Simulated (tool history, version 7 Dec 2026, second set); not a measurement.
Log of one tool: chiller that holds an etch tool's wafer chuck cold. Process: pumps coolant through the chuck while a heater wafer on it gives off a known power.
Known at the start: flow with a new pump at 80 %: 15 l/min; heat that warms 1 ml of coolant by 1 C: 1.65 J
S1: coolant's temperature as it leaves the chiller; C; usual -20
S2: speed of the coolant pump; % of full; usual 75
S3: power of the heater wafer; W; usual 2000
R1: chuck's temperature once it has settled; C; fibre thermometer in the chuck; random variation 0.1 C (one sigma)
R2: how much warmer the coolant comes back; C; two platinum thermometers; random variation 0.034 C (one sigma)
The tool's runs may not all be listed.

{"run": 1, "hour": 0.0, "S1": -20, "S2": 75, "S3": 2000, "R1": -6, "R2": 5.26}
{"run": 2, "hour": 15.0, "S1": -20, "S2": 75, "S3": 2000, "R1": -5.8, "R2": 5.26}
{"run": 3, "hour": 35.4, "S1": -20, "S2": 75, "S3": 2000, "R1": -5.9, "R2": 5.22}
{"run": 4, "hour": 50.7, "S1": -20, "S2": 75, "S3": 2000, "R1": -6, "R2": 5.18}
{"run": 5, "hour": 69.4, "S1": -20, "S2": 75, "S3": 2000, "R1": -5.9, "R2": 5.26}
{"run": 6, "hour": 98.9, "S1": -20, "S2": 75, "S3": 2000, "R1": -5.8, "R2": 5.22}
{"run": 7, "hour": 133.2, "S1": -20, "S2": 75, "S3": 2000, "R1": -6, "R2": 5.28}
{"run": 8, "hour": 152.6, "S1": -20, "S2": 75, "S3": 2000, "R1": -5.9, "R2": 5.24}
{"run": 9, "hour": 171.1, "S1": -20, "S2": 75, "S3": 2000, "R1": -5.9, "R2": 5.27}
{"run": 10, "hour": 187.3, "S1": -20, "S2": 75, "S3": 2000, "R1": -5.8, "R2": 5.26}
{"run": 11, "hour": 211.7, "S1": -20, "S2": 75, "S3": 2000, "R1": -5.7, "R2": 5.27}
{"hour": 231.1, "done": "chiller's thermometer calibrated"}
{"run": 12, "hour": 233.4, "S1": -18, "S2": 75, "S3": 2000, "R1": -4.1, "R2": 5.22}
{"run": 13, "hour": 264.0, "S1": -18, "S2": 75, "S3": 2000, "R1": -3.8, "R2": 5.27}
{"run": 14, "hour": 279.1, "S1": -18, "S2": 75, "S3": 2000, "R1": -4.1, "R2": 5.25}
{"run": 15, "hour": 313.4, "S1": -17, "S2": 75, "S3": 2000, "R1": -2.9, "R2": 5.19}
{"run": 16, "hour": 349.6, "S1": -17, "S2": 75, "S3": 2000, "R1": -2.9, "R2": 5.29}
{"run": 17, "hour": 385.0, "S1": -26, "S2": 80, "S3": 2000, "R1": -12.8, "R2": 4.9}
{"run": 18, "hour": 408.9, "S1": -15, "S2": 87, "S3": 1034, "R1": -8.7, "R2": 2.29}
{"run": 19, "hour": 438.7, "S1": -12, "S2": 75, "S3": 1551, "R1": -1.1, "R2": 4.09}
{"run": 20, "hour": 454.4, "S1": -11, "S2": 99, "S3": 1530, "R1": -2.7, "R2": 2.97}
{"run": 21, "hour": 481.8, "S1": -25, "S2": 80, "S3": 1530, "R1": -14.9, "R2": 3.79}
{"run": 22, "hour": 506.2, "S1": -17, "S2": 66, "S3": 1235, "R1": -7.2, "R2": 3.69}
{"hour": 513.3, "done": "coolant pump overhauled"}
{"run": 23, "hour": 536.9, "S1": -27, "S2": 71, "S3": 1321, "R1": -17.1, "R2": 3.68}
{"run": 24, "hour": 552.3, "S1": -17, "S2": 71, "S3": 1321, "R1": -7, "R2": 3.69}
{"run": 25, "hour": 575.7, "S1": -17, "S2": 71, "S3": 1321, "R1": -6.9, "R2": 3.71}
{"run": 26, "hour": 605.7, "S1": -22, "S2": 98, "S3": 1494, "R1": -13.7, "R2": 3}
{"run": 27, "hour": 631.3, "S1": -20, "S2": 91, "S3": 2000, "R1": -7.9, "R2": 4.27}
{"run": 28, "hour": 653.3, "S1": -25, "S2": 65, "S3": 1365, "R1": -13.9, "R2": 4.21}
{"hour": 671.9, "done": "coolant pump overhauled, once more"}
{"run": 29, "hour": 678.7, "S1": -23, "S2": 62, "S3": 1425, "R1": -11.2, "R2": 4.58}
{"run": 30, "hour": 714.8, "S1": -27, "S2": 78, "S3": 1560, "R1": -16.5, "R2": 3.89}
{"run": 31, "hour": 750.2, "S1": -11, "S2": 65, "S3": 1119, "R1": -1.8, "R2": 3.35}
{"run": 32, "hour": 783.8, "S1": -16, "S2": 73, "S3": 1571, "R1": -4.6, "R2": 4.28}

Measured less the same run without the tool's hidden state. The same run-to-run variation is in both; the gauge's scatter may not be:
The hidden state here: heat passed by the chuck's channels, % of clean ones'; flow at a given pump speed, % of a new pump's; coolant's true temperature over the reading, C; drift of the gauge itself on chuck_c, C; drift of the gauge itself on warmer_back_c, C.
run=1 R1=+1.3 R2=+0.04
run=2 R1=+1.4 R2=+0.04
run=3 R1=+1.3 R2=+0.04
run=4 R1=+1.4 R2=+0.04
run=5 R1=+1.4 R2=+0.04
run=6 R1=+1.4 R2=+0.04
run=7 R1=+1.4 R2=+0.04
run=8 R1=+1.4 R2=+0.04
run=9 R1=+1.4 R2=+0.04
run=10 R1=+1.4 R2=+0.05
run=11 R1=+1.5 R2=+0.05
run=12 R1=+1.2 R2=+0.05
run=13 R1=+1.2 R2=+0.05
run=14 R1=+1.2 R2=+0.05
run=15 R1=+1.3 R2=+0.05
run=16 R1=+1.2 R2=+0.06
run=17 R1=+1.3 R2=+0.05
run=18 R1=+0.6 R2=+0.03
run=19 R1=+1 R2=+0.05
run=20 R1=+0.8 R2=+0.03
run=21 R1=+1 R2=+0.05
run=22 R1=+1 R2=+0.05
run=23 R1=+1 R2=+0.06
run=24 R1=+1 R2=+0.07
run=25 R1=+0.9 R2=+0.06
run=26 R1=+0.8 R2=+0.05
run=27 R1=+1.2 R2=+0.08
run=28 R1=+1.1 R2=+0.08
run=29 R1=+1 R2=+0.01
run=30 R1=+1 R2=+0.02
run=31 R1=+0.8 R2=+0.01
run=32 R1=+1.1 R2=+0.02
